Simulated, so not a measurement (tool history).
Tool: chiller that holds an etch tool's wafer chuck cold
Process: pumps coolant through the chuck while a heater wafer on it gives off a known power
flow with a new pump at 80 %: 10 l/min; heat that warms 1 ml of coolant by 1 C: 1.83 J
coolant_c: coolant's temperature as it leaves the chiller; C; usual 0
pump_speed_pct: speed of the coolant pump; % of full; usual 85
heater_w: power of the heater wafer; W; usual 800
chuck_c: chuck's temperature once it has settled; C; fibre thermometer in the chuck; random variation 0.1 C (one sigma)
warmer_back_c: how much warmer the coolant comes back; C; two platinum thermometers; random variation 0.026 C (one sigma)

| run | hour | coolant_c | pump_speed_pct | heater_w | chuck_c | warmer_back_c |
|---|---|---|---|---|---|---|
| 1 | 0 | 0 | 85 | 800 | 9.9 | 2.5 |
| 2 | 18.6 | 0 | 85 | 800 | 9.8 | 2.48 |
| 3 | 43.5 | 0 | 85 | 800 | 9.9 | 2.47 |
| 4 | 66.2 | 0 | 85 | 800 | 9.9 | 2.48 |
| 5 | 90.4 | 0 | 85 | 800 | 10 | 2.47 |
| 6 | 116.6 | 0 | 85 | 642 | 8 | 1.94 |
| 7 | 135.9 | 0 | 85 | 455 | 5.5 | 1.41 |
| 8 | 152.3 | 0 | 85 | 455 | 5.6 | 1.37 |
| 9 | 166.8 | 0 | 85 | 455 | 5.7 | 1.4 |
| 10 | 180.2 | 0 | 85 | 455 | 5.8 | 1.39 |
| 11 | 207 | 0 | 85 | 800 | 9.9 | 2.43 |
| 12 | 225.1 | 0 | 85 | 800 | 10 | 2.49 |
| 13 | 249.3 | 0 | 85 | 800 | 9.9 | 2.51 |
| 14 | 271.3 | 0 | 85 | 800 | 9.9 | 2.42 |
| 15 | 298.6 | 0 | 85 | 800 | 9.8 | 2.44 |
| 16 | 323.6 | 0 | 85 | 800 | 9.9 | 2.47 |
| 17 | 350.7 | -9 | 85 | 800 | 1 | 2.5 |
| 18 | 374.9 | -9 | 85 | 800 | 1.1 | 2.45 |
| 19 | 399.7 | -9 | 85 | 800 | 1 | 2.51 |
| 20 | 421.5 | 10 | 87 | 521 | 16.2 | 1.63 |
| 21 | 446.1 | -4 | 100 | 521 | 2 | 1.36 |
|  | 453.9 | coolant pump overhauled |
| 22 | 466 | 0 | 94 | 800 | 9.4 | 2.23 |
| 23 | 480.2 | 0 | 91 | 733 | 8.9 | 2.13 |
|  | 511.3 | coolant pump overhauled, once more |
| 24 | 512.1 | 0 | 85 | 997 | 12.5 | 3.07 |
| 25 | 543.8 | 3 | 90 | 1143 | 16.9 | 3.26 |
| 26 | 565.9 | 1 | 62 | 800 | 13.6 | 3.53 |
| 27 | 590.5 | 1 | 62 | 800 | 13.6 | 3.54 |
| 28 | 604.6 | -4 | 74 | 800 | 7 | 2.87 |
| 29 | 622.6 | -9 | 85 | 1096 | 4.8 | 3.36 |
| 30 | 647.6 | -2 | 63 | 1096 | 14.9 | 4.76 |
| 31 | 675.4 | 7 | 94 | 749 | 15.9 | 2.09 |

Some steps in chuck_c between neighbouring runs. How much of each would the tool show without its hidden state too (settings, what came in, random variation), and how much is left for the hidden state, with any gauge scatter that isn't in both results?
The hidden state here: heat passed by the chuck's channels, % of clean ones'; flow at a given pump speed, % of a new pump's; coolant's true temperature over the reading, C; drift of the gauge itself on chuck_c, C; drift of the gauge itself on warmer_back_c, C.
Run 10 -> 11: heater_w 455 -> 800. chuck_c +4.1 C: hidden state +0.3, all else +3.8.
Run 19 -> 20: coolant_c -9 -> 10, pump_speed_pct 85 -> 87, heater_w 800 -> 521. chuck_c +15.2 C: hidden state -0.3, all else +15.5.
Run 20 -> 21: coolant_c 10 -> -4, pump_speed_pct 87 -> 100. chuck_c -14.2 C: hidden state +0, all else -14.2.
Run 29 -> 30: coolant_c -9 -> -2, pump_speed_pct 85 -> 63. chuck_c +10.1 C: hidden state +0.2, all else +9.9.
Run 30 -> 31: coolant_c -2 -> 7, pump_speed_pct 63 -> 94, heater_w 1096 -> 749. chuck_c +1 C: hidden state -0.6, all else +1.6.
